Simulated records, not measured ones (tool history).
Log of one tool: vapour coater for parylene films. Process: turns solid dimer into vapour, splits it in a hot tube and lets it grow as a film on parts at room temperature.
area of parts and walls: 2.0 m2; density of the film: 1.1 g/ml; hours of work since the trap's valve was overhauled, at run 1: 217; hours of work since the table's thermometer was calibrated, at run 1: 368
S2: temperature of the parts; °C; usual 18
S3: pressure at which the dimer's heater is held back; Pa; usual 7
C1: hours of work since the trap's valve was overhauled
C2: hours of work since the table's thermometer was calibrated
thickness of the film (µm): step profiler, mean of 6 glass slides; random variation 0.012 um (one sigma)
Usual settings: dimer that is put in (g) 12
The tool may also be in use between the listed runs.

Run 1, day 0: usual settings; C1 217; C2 368. Result: thickness of the film (µm) 2.26.
Run 2, day 0.6: usual settings; C1 227; C2 378. Result: thickness of the film (µm) 2.27.
Run 3, day 1.875: usual settings; C1 247; C2 398. Result: thickness of the film (µm) 2.25.
Run 4, day 2.871: usual settings but dimer that is put in (g) 10; C1 263; C2 414. Result: thickness of the film (µm) 1.86.
Run 5, day 3.817: usual settings but S3 5.27 Pa; C1 278; C2 429. Result: thickness of the film (µm) 2.35.
Run 6, day 5.138: usual settings but S2 14 °C; C1 299; C2 450. Result: thickness of the film (µm) 2.69.
Run 7, day 6.242: usual settings but S2 14 °C; C1 316; C2 467. Result: thickness of the film (µm) 2.67.
Run 8, day 6.917: usual settings but S3 2.33 Pa; C1 327; C2 478. Result: thickness of the film (µm) 2.66.
Run 9, day 7.8: usual settings; C1 341; C2 492. Result: thickness of the film (µm) 2.22.
Run 10, day 9.279: usual settings; C1 365; C2 516. Result: thickness of the film (µm) 2.2.
Run 11, day 10.058: usual settings; C1 377; C2 528. Result: thickness of the film (µm) 2.19.
Run 12, day 11.458: usual settings; C1 399; C2 550. Result: thickness of the film (µm) 2.15.
At day 12.242: trap's valve overhauled.
Run 13, day 12.246: usual settings; C1 0; C2 560. Result: thickness of the film (µm) 2.42.
Run 14, day 13.362: usual settings; C1 18; C2 578. Result: thickness of the film (µm) 2.4.
Run 15, day 14.454: usual settings; C1 35; C2 596. Result: thickness of the film (µm) 2.38.
Run 16, day 15.071: usual settings; C1 45; C2 605. Result: thickness of the film (µm) 2.37.
Run 17, day 16.154: usual settings; C1 62; C2 623. Result: thickness of the film (µm) 2.36.
Run 18, day 17.042: usual settings but dimer that is put in (g) 15; C1 76; C2 637. Result: thickness of the film (µm) 2.97.
Run 19, day 17.942: usual settings but dimer that is put in (g) 15; C1 91; C2 651. Result: thickness of the film (µm) 2.94.
Run 20, day 18.604: usual settings but dimer that is put in (g) 15; C1 101; C2 662. Result: thickness of the film (µm) 2.95.
Run 21, day 19.65: usual settings but dimer that is put in (g) 15; C1 118; C2 678. Result: thickness of the film (µm) 2.94.
Run 22, day 21.029: usual settings but dimer that is put in (g) 15; C1 140; C2 700. Result: thickness of the film (µm) 2.91.
Run 23, day 22.162: usual settings but dimer that is put in (g) 11, S3 2.29 Pa; C1 158; C2 718. Result: thickness of the film (µm) 2.58.
Run 24, day 23.221: usual settings but dimer that is put in (g) 6, S3 6.59 Pa; C1 175; C2 735. Result: thickness of the film (µm) 1.18.
Run 25, day 24.458: usual settings but dimer that is put in (g) 6, S3 6.59 Pa; C1 195; C2 755. Result: thickness of the film (µm) 1.15.
Run 26, day 25.179: usual settings but dimer that is put in (g) 8, S2 15 °C; C1 206; C2 766. Result: thickness of the film (µm) 1.74.
Run 27, day 26.596: usual settings but S2 17 °C, S3 4.62 Pa; C1 229; C2 789. Result: thickness of the film (µm) 2.57.
Run 28, day 27.9: usual settings but dimer that is put in (g) 18, S2 17 °C, S3 4.62 Pa; C1 249; C2 810. Result: thickness of the film (µm) 3.82.
Run 29, day 28.842: usual settings but dimer that is put in (g) 11, S2 21 °C, S3 3.12 Pa; C1 264; C2 825. Result: thickness of the film (µm) 2.05.
Run 30, day 29.908: usual settings but dimer that is put in (g) 6; C1 281; C2 842. Result: thickness of the film (µm) 1.12.
Run 31, day 30.662: usual settings but dimer that is put in (g) 6; C1 293; C2 854. Result: thickness of the film (µm) 1.13.
Run 32, day 31.942: usual settings but dimer that is put in (g) 6, S2 15 °C, S3 4.06 Pa; C1 314; C2 874. Result: thickness of the film (µm) 1.38.
Run 33, day 33.408: usual settings but dimer that is put in (g) 7, S2 15 °C, S3 3.79 Pa; C1 337; C2 897. Result: thickness of the film (µm) 1.65.
Run 34, day 34.204: usual settings but dimer that is put in (g) 7, S2 13 °C; C1 350; C2 910. Result: thickness of the film (µm) 1.61.
Run 35, day 35.488: usual settings but dimer that is put in (g) 21, S2 16 °C, S3 3.89 Pa; C1 370; C2 930. Result: thickness of the film (µm) 4.66.
Run 36, day 36.538: usual settings but S2 13 °C, S3 7.93 Pa; C1 387; C2 947. Result: thickness of the film (µm) 2.69.
Run 37, day 37.325: usual settings but dimer that is put in (g) 14, S2 17 °C, S3 5.23 Pa; C1 399; C2 960. Result: thickness of the film (µm) 2.79.
At day 38.1: trap's valve overhauled.
Run 38, day 38.825: usual settings but dimer that is put in (g) 8, S2 28 °C, S3 3.02 Pa; C1 12; C2 981. Result: thickness of the film (µm) 1.19.
Run 39, day 39.988: usual settings but dimer that is put in (g) 15, S2 16 °C, S3 3.2 Pa; C1 30; C2 1000. Result: thickness of the film (µm) 3.83.
Run 40, day 41.117: usual settings but dimer that is put in (g) 15, S2 16 °C, S3 3.2 Pa; C1 48; C2 1017. Result: thickness of the film (µm) 3.79.
Run 41, day 42.521: usual settings but dimer that is put in (g) 6, S2 23 °C, S3 2.64 Pa; C1 70; C2 1040. Result: thickness of the film (µm) 1.14.
Run 42, day 43.658: usual settings but dimer that is put in (g) 6, S2 12 °C, S3 2.64 Pa; C1 89; C2 1058. Result: thickness of the film (µm) 1.86.

Forecast run 43:
Run 43, day 44.883: usual settings but dimer that is put in (g) 17, S2 16 °C, S3 3.56 Pa; C1 108; C2 1077. Result: thickness of the film (µm) ?.

thickness of the film (µm): 4.17
Without the tool's hidden state the same run would have given thickness of the film (µm) 4.14.
